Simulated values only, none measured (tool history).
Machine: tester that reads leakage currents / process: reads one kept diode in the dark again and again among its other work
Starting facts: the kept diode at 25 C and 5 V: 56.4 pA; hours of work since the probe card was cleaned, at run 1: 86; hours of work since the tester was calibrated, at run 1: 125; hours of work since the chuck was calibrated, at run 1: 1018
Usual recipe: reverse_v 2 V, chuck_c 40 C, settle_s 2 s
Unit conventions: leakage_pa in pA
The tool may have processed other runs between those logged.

| run | hour | reverse_v | chuck_c | settle_s | hours of work since the probe card was cleaned | hours of work since the tester was calibrated | hours of work since the chuck was calibrated | leakage_pa |
|---|---|---|---|---|---|---|---|---|
| 1 | 0 | 2 | 40 | 2 | 86 | 125 | 1018 | 96.66 |
| 2 | 30.5 | 2 | 40 | 2 | 99 | 138 | 1031 | 96.35 |
| 3 | 45.5 | 2 | 40 | 2 | 105 | 145 | 1037 | 96.14 |
| 4 | 78.4 | 2 | 40 | 2 | 119 | 159 | 1051 | 96.58 |
| 5 | 107.5 | 2 | 40 | 2 | 132 | 172 | 1064 | 95.76 |
| 6 | 136.3 | 2 | 40 | 2 | 144 | 184 | 1076 | 96.08 |
| 7 | 167.5 | 2 | 40 | 2 | 158 | 197 | 1090 | 95.67 |
| 8 | 201.3 | 2 | 40 | 2 | 172 | 212 | 1104 | 95.93 |
| 9 | 227.8 | 2 | 40 | 2 | 183 | 223 | 1115 | 95.58 |
| 10 | 249.9 | 2 | 40 | 2.72 | 193 | 233 | 1125 | 95.58 |
| 11 | 276.7 | 2 | 40 | 2.72 | 204 | 244 | 1136 | 96.05 |
| 12 | 292.8 | 2 | 38 | 2 | 211 | 251 | 1143 | 82.85 |
| 13 | 308.3 | 2 | 38 | 2 | 218 | 258 | 1150 | 82.77 |
| 14 | 322.9 | 2 | 40 | 0.37 | 224 | 264 | 1156 | 97.71 |
| 15 | 342.8 | 2 | 40 | 0.37 | 233 | 272 | 1165 | 97 |
| 16 | 362.1 | 2 | 40 | 0.37 | 241 | 281 | 1173 | 96.86 |
| 17 | 384.6 | 2 | 40 | 0.37 | 251 | 290 | 1183 | 96.71 |
| 18 | 401.6 | 2 | 40 | 0.37 | 258 | 298 | 1190 | 97.13 |
| 19 | 432.5 | 2 | 22 | 0.37 | 271 | 311 | 1203 | 26.03 |
| 20 | 446.7 | 2 | 40 | 2 | 277 | 317 | 1209 | 95.17 |
| 21 | 460.8 | 1.25 | 42 | 7.73 | 283 | 323 | 1215 | 85.3 |
| 22 | 480.3 | 2.91 | 27 | 0.69 | 292 | 331 | 1224 | 45.35 |
| 23 | 499.8 | 5.52 | 42 | 0.69 | 300 | 340 | 1232 | 188.17 |
| 24 | 520.1 | 10.02 | 25 | 1 | 309 | 349 | 1241 | 75.87 |
| 25 | 536.3 | 10.02 | 25 | 1 | 316 | 356 | 1248 | 76.03 |
| 26 | 566.1 | 12.61 | 38 | 5.24 | 329 | 368 | 1261 | 217.6 |
| 27 | 594.4 | 3.89 | 21 | 3.2 | 341 | 380 | 1273 | 32.23 |
|  | 598.6 | tester calibrated |
| 28 | 626.4 | 3.89 | 21 | 3.2 | 354 | 12 | 1286 | 32.14 |
| 29 | 656.4 | 2 | 40 | 0.61 | 366 | 25 | 1299 | 95.16 |
| 30 | 679 | 2 | 51 | 8.43 | 376 | 34 | 1308 | 202.2 |
| 31 | 697.6 | 6.08 | 31 | 0.53 | 384 | 42 | 1316 | 91.67 |
|  | 715.8 | tester calibrated, once more |
| 32 | 717.9 | 4.23 | 40 | 0.77 | 392 | 1 | 1324 | 140.68 |
| 33 | 741.7 | 2.75 | 50 | 7.76 | 402 | 11 | 1334 | 223.03 |
| 34 | 763.6 | 2.75 | 50 | 7.76 | 412 | 21 | 1344 | 223.51 |
| 35 | 780.8 | 2.75 | 50 | 7.93 | 419 | 28 | 1351 | 221.74 |
| 36 | 813.3 | 2.75 | 50 | 7.93 | 433 | 42 | 1365 | 222.01 |
| 37 | 829.3 | 2.09 | 40 | 0.88 | 440 | 49 | 1372 | 96.42 |
| 38 | 845 | 2 | 25 | 1.94 | 447 | 55 | 1379 | 30.6 |
| 39 | 873.4 | 8.47 | 41 | 2 | 459 | 68 | 1391 | 216.58 |
| 40 | 890.3 | 8.47 | 28 | 2 | 466 | 75 | 1398 | 84.63 |

What differs in the tool's unlogged condition from the final listed run ahead of each entry between runs to the first listed run following it?
Run 27 -> run 28: tester calibrated (hour 598.6)
  stray current of the dirty probe card, pA a volt: 0.228 -> 0.235; current scale over the true one, %: 0.07 -> 0.11; true chuck temperature over the reading, C: -1.84 -> -1.86
  what was measured, less what the result would be without the hidden state, leakage_pa: -4.15 -> -4.15 pA
Run 31 -> run 32: tester calibrated, once more (hour 715.8)
  stray current of the dirty probe card, pA a volt: 0.254 -> 0.259; current scale over the true one, %: 0.12 -> 0.21; true chuck temperature over the reading, C: -1.9 -> -1.91
  what was measured, less what the result would be without the hidden state, leakage_pa: -11.86 -> -18.89 pA
